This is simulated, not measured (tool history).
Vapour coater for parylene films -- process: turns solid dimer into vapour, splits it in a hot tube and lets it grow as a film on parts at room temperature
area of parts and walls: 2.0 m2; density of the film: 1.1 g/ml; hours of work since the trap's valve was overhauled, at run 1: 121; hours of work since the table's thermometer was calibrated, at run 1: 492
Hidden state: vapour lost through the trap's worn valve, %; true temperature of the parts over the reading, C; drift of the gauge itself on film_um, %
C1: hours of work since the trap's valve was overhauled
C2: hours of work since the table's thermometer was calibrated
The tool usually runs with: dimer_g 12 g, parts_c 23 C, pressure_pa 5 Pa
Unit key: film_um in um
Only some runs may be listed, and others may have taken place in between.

run 1 day=0 | dimer_g=12 parts_c=23 pressure_pa=5 | C1=121 C2=492 | film_um=3.86
run 2 day=1.304 | dimer_g=12 parts_c=23 pressure_pa=5 | C1=147 C2=518 | film_um=3.88
run 3 day=4.404 | dimer_g=12 parts_c=23 pressure_pa=5 | C1=209 C2=581 | film_um=3.91
run 4 day=7.242 | dimer_g=12 parts_c=23 pressure_pa=3.3 | C1=266 C2=638 | film_um=4.17
run 5 day=9.188 | dimer_g=12 parts_c=23 pressure_pa=3.3 | C1=305 C2=677 | film_um=4.19
-- day=10.617 trap's valve overhauled
run 6 day=11.746 | dimer_g=12 parts_c=23 pressure_pa=9.16 | C1=23 C2=725 | film_um=3.47
run 7 day=14.2 | dimer_g=9 parts_c=23 pressure_pa=5 | C1=72 C2=775 | film_um=2.89
run 8 day=17.038 | dimer_g=9 parts_c=17 pressure_pa=5 | C1=129 C2=832 | film_um=3.4
run 9 day=19.804 | dimer_g=12 parts_c=23 pressure_pa=5 | C1=185 C2=887 | film_um=3.89
run 10 day=21.858 | dimer_g=12 parts_c=23 pressure_pa=5 | C1=226 C2=929 | film_um=3.82
run 11 day=24.962 | dimer_g=12 parts_c=23 pressure_pa=5 | C1=289 C2=991 | film_um=3.86
-- day=27.204 trap's valve overhauled
run 12 day=27.746 | dimer_g=12 parts_c=23 pressure_pa=5 | C1=11 C2=1044 | film_um=3.88
run 13 day=29.421 | dimer_g=12 parts_c=23 pressure_pa=5 | C1=45 C2=1077 | film_um=3.91
run 14 day=30.917 | dimer_g=12 parts_c=20 pressure_pa=5 | C1=75 C2=1108 | film_um=4.15
run 15 day=33.596 | dimer_g=12 parts_c=23 pressure_pa=5 | C1=129 C2=1162 | film_um=3.9
run 16 day=35.175 | dimer_g=12 parts_c=23 pressure_pa=5 | C1=160 C2=1193 | film_um=3.89
run 17 day=38.175 | dimer_g=12 parts_c=23 pressure_pa=10.53 | C1=221 C2=1254 | film_um=3.33
run 18 day=39.658 | dimer_g=12 parts_c=23 pressure_pa=10.53 | C1=251 C2=1284 | film_um=3.38
-- day=41.562 table's thermometer calibrated
run 19 day=42.171 | dimer_g=8 parts_c=23 pressure_pa=5 | C1=300 C2=12 | film_um=2.56
-- day=44.025 trap's valve overhauled
run 20 day=44.446 | dimer_g=8 parts_c=15 pressure_pa=5 | C1=8 C2=55 | film_um=3.16
run 21 day=46.412 | dimer_g=8 parts_c=15 pressure_pa=5 | C1=48 C2=94 | film_um=3.15
run 22 day=48.596 | dimer_g=12 parts_c=23 pressure_pa=5 | C1=92 C2=138 | film_um=3.9
run 23 day=51.1 | dimer_g=12 parts_c=23 pressure_pa=5 | C1=142 C2=189 | film_um=3.87
run 24 day=53.808 | dimer_g=12 parts_c=23 pressure_pa=5 | C1=197 C2=243 | film_um=3.87
run 25 day=56.75 | dimer_g=5 parts_c=32 pressure_pa=10.78 | C1=256 C2=302 | film_um=1.1
run 26 day=58.833 | dimer_g=5 parts_c=32 pressure_pa=10.78 | C1=298 C2=344 | film_um=1.1
-- day=60.658 trap's valve overhauled
run 27 day=61.821 | dimer_g=12 parts_c=21 pressure_pa=10.97 | C1=23 C2=401 | film_um=3.53
run 28 day=64.329 | dimer_g=12 parts_c=21 pressure_pa=10.97 | C1=74 C2=451 | film_um=3.46
run 29 day=66.758 | dimer_g=12 parts_c=27 pressure_pa=4.38 | C1=123 C2=500 | film_um=3.57
run 30 day=69.225 | dimer_g=12 parts_c=22 pressure_pa=5 | C1=172 C2=550 | film_um=3.99
run 31 day=71.458 | dimer_g=12 parts_c=22 pressure_pa=5 | C1=217 C2=595 | film_um=3.97
run 32 day=73.321 | dimer_g=12 parts_c=22 pressure_pa=5 | C1=255 C2=632 | film_um=4
run 33 day=74.883 | dimer_g=12 parts_c=22 pressure_pa=5 | C1=286 C2=664 | film_um=3.96
run 34 day=76.225 | dimer_g=16 parts_c=26 pressure_pa=4.22 | C1=313 C2=691 | film_um=4.95

The next listed run, before its measurement:
-- day=77.271 trap's valve overhauled
run 35 day=78.067 | dimer_g=16 parts_c=22 pressure_pa=7.59 | C1=16 C2=725 | film_um=?

For run 35 the tool returned film_um 4.93 um.
With the hidden condition absent and the run-to-run variation left alone, this run would have shown film_um 4.92 um.
